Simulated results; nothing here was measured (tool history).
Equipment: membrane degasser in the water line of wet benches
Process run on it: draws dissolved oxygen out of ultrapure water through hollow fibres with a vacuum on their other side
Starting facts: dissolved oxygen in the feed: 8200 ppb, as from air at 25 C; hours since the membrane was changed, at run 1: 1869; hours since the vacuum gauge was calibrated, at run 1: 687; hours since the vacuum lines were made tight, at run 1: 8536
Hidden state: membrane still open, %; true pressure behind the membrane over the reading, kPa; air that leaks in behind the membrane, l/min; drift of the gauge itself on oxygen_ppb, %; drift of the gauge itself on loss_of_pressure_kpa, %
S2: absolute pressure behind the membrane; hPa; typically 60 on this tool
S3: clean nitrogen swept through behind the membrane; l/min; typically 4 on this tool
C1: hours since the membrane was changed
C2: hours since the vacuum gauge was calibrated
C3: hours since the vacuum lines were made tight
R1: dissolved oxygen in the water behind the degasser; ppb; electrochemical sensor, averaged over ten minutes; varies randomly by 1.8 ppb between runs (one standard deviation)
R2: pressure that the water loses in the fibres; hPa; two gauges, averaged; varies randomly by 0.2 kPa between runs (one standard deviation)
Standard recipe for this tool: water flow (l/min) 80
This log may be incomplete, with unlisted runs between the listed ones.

Run 1, hour 0: usual settings; C1 1869; C2 687; C3 8536. Result: R1 181.1 ppb, R2 457.4 hPa.
Run 2, hour 38.5: usual settings but S2 55.4 hPa; C1 1907; C2 725; C3 8575. Result: R1 162 ppb, R2 453.6 hPa.
Run 3, hour 97.1: usual settings but S2 55.4 hPa; C1 1966; C2 784; C3 8634. Result: R1 158.5 ppb, R2 455 hPa.
Run 4, hour 153.5: usual settings but S2 55.4 hPa; C1 2022; C2 840; C3 8690. Result: R1 158.3 ppb, R2 458.1 hPa.
Run 5, hour 187.5: usual settings; C1 2056; C2 874; C3 8724. Result: R1 179.8 ppb, R2 455.5 hPa.
Run 6, hour 246.9: usual settings but water flow (l/min) 51, S2 55.4 hPa, S3 6.86 l/min; C1 2116; C2 934; C3 8783. Result: R1 52.6 ppb, R2 286.3 hPa.
Run 7, hour 290.8: usual settings but S2 149 hPa, S3 3.96 l/min; C1 2159; C2 978; C3 8827. Result: R1 540 ppb, R2 458.4 hPa.
At hour 298: vacuum gauge calibrated.
Run 8, hour 358.9: usual settings but S3 7.28 l/min; C1 2227; C2 61; C3 8895. Result: R1 127.7 ppb, R2 456.6 hPa.
Run 9, hour 434.5: usual settings but S2 37.5 hPa, S3 2.25 l/min; C1 2303; C2 136; C3 8970. Result: R1 102.6 ppb, R2 455.4 hPa.
Run 10, hour 476.5: usual settings but S2 120.9 hPa; C1 2345; C2 178; C3 9012. Result: R1 430.5 ppb, R2 459.2 hPa.

A few steps of R1 between consecutive runs. Split each: what settings, incoming material and random variation would produce without the hidden state, and what is left over for the hidden state, along with gauge scatter present in only one of the two compared results (measured, and without hidden state):
Run 6 -> 7: water flow (l/min) 51 -> 80, S2 55.4 -> 149, S3 6.86 -> 3.96. R1 +487.4 ppb: hidden state +4.2, all else +483.2.
